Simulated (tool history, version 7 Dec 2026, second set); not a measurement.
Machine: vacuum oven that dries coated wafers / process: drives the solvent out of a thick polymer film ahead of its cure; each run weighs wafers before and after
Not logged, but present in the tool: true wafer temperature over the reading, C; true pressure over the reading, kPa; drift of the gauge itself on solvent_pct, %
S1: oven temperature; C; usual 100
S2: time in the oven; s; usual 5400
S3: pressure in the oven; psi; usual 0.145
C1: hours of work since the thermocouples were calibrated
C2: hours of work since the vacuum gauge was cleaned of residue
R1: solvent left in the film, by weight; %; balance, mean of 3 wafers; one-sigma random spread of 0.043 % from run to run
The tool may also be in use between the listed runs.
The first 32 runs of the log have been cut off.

run   hour   S1    S2     S3   C1   C2    R1
 33  285.7   93  5220  0.249  197  449  7.07
 34  291.9  101  4980  0.091  201  453  4.45
 35  297.7  101  4980  0.091  205  457  4.43
 36  303.0  101  4980  0.091  209  461  4.45
 37  311.5  101  4980  0.091  215  467  4.40
 38  323.7  110  6780  0.215  224  476  1.72
 39  332.7   98  4020  0.145  230  482  6.56
 40  339.6  100  3480  0.107  235  487  6.65
 41  346.9  100  3480  0.107  240  492  6.57
 42  356.0  113  8100  0.117  246  499  0.73
 43  365.9  113  8100  0.117  253  506  0.75
 44  374.4   99  3780  0.145  259  512  6.61
 45  383.9  112  5220  0.081  266  518  1.84
 46  390.3  112  5220  0.081  271  523  1.80

Alternative continuations, all from the tool just after run 46; predict every row:
  A  395.9  113  3300  0.128  275  527   ?
  B  395.9  100  5460  0.141  275  527   ?
  C  395.9  100  5400  0.226  275  527   ?

run    R1
  A  3.74
  B  4.48
  C  4.83
Without the tool's unlogged condition, the same runs would have read:
run    R1
  A  3.59
  B  4.29
  C  4.64

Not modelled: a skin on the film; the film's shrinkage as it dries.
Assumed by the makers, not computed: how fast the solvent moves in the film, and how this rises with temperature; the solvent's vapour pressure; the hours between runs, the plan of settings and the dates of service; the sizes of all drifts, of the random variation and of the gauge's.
